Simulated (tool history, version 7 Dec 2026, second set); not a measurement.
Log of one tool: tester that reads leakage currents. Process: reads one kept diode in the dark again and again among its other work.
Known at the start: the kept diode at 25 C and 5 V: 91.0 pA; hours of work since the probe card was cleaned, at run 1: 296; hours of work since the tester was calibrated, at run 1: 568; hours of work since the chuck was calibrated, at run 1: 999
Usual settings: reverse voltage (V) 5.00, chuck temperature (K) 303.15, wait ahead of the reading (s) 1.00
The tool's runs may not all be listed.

run,day,reverse voltage (V),chuck temperature (K),wait ahead of the reading (s),hours of work since the probe card was cleaned,hours of work since the tester was calibrated,hours of work since the chuck was calibrated,current that the tester gives (pA)
1,0.000,5.00,303.15,1.00,296,568,999,143.77
2,0.950,5.00,303.15,7.04,306,577,1008,142.11
3,2.154,5.00,303.15,7.04,318,589,1020,141.51
4,2.750,5.00,303.15,7.04,323,595,1026,141.47
5,4.096,5.00,303.15,7.04,337,608,1039,141.99
6,5.179,5.00,303.15,7.04,347,618,1050,141.80
7,6.150,5.00,303.15,1.00,357,628,1059,143.11
8,7.079,5.00,303.15,1.00,366,637,1068,144.01
9,8.317,1.41,303.15,1.00,378,649,1080,86.99
10,9.162,1.41,303.15,1.00,386,657,1089,86.81
11,9.812,5.00,303.15,1.00,393,664,1095,143.25
12,10.458,5.00,303.15,1.00,399,670,1101,143.98
13,11.408,5.00,303.15,1.00,408,679,1111,144.60
14,12.029,5.00,303.15,1.00,414,685,1117,145.18
15,13.467,5.00,303.15,1.00,428,700,1131,143.78
16,14.312,5.00,303.15,2.32,437,708,1139,143.19
17,15.475,5.00,303.15,2.32,448,719,1150,142.31
18,16.129,5.00,303.15,2.32,454,726,1157,143.10
19,17.562,5.00,303.15,2.32,469,740,1171,142.78
20,18.162,5.00,294.15,1.00,474,746,1177,72.07
21,18.904,13.56,325.15,3.48,482,753,1184,1010.75
22,20.229,4.25,303.15,1.00,495,766,1197,135.01
23,21.083,4.25,303.15,1.00,503,774,1205,135.67
24,22.117,18.49,303.15,0.57,513,784,1215,250.22
25,23.188,5.00,303.15,2.07,524,795,1226,143.62
26,24.162,5.00,303.15,2.07,533,804,1236,143.91
27,25.029,5.00,299.15,2.07,542,813,1244,106.02
28,25.679,5.00,308.15,2.41,548,819,1250,209.05
29,26.512,5.00,308.15,2.41,556,827,1259,208.96
30,27.179,5.00,308.15,2.41,563,834,1265,208.53
31,27.938,5.70,293.15,1.00,570,841,1273,71.10
32,29.321,5.00,325.15,0.33,584,855,1286,692.45
33,30.254,1.68,325.15,3.34,593,864,1295,447.78
34,31.038,4.13,297.15,1.00,600,872,1303,85.13
35,31.742,12.53,327.15,1.15,607,879,1310,1128.36
36,32.371,12.53,327.15,1.15,614,885,1316,1128.83
37,33.108,12.53,326.15,6.09,621,892,1323,1051.61
38,34.550,2.90,308.15,0.66,635,906,1337,170.48
39,35.829,5.00,303.15,8.65,647,919,1350,144.29

Some steps in current that the tester gives (pA) between neighbouring runs. How much of each would the tool show without its hidden state too (settings, what came in, random variation), and how much is left for the hidden state, with any gauge scatter that isn't in both results?
The hidden state here: stray current of the dirty probe card, pA a volt; current scale over the true one, %; true chuck temperature over the reading, C; drift of the gauge itself on leakage_pa, %.
Run 20 -> 21: reverse voltage (V) 5.00 -> 13.56, chuck temperature (K) 294.15 -> 325.15, wait ahead of the reading (s) 1.00 -> 3.48. current that the tester gives (pA) +938.68: hidden state +44.06, all else +894.62.
Run 34 -> 35: reverse voltage (V) 4.13 -> 12.53, chuck temperature (K) 297.15 -> 327.15, wait ahead of the reading (s) 1.00 -> 1.15. current that the tester gives (pA) +1043.23: hidden state +52.72, all else +990.51.
Run 37 -> 38: reverse voltage (V) 12.53 -> 2.90, chuck temperature (K) 326.15 -> 308.15, wait ahead of the reading (s) 6.09 -> 0.66. current that the tester gives (pA) -881.13: hidden state -45.30, all else -835.83.

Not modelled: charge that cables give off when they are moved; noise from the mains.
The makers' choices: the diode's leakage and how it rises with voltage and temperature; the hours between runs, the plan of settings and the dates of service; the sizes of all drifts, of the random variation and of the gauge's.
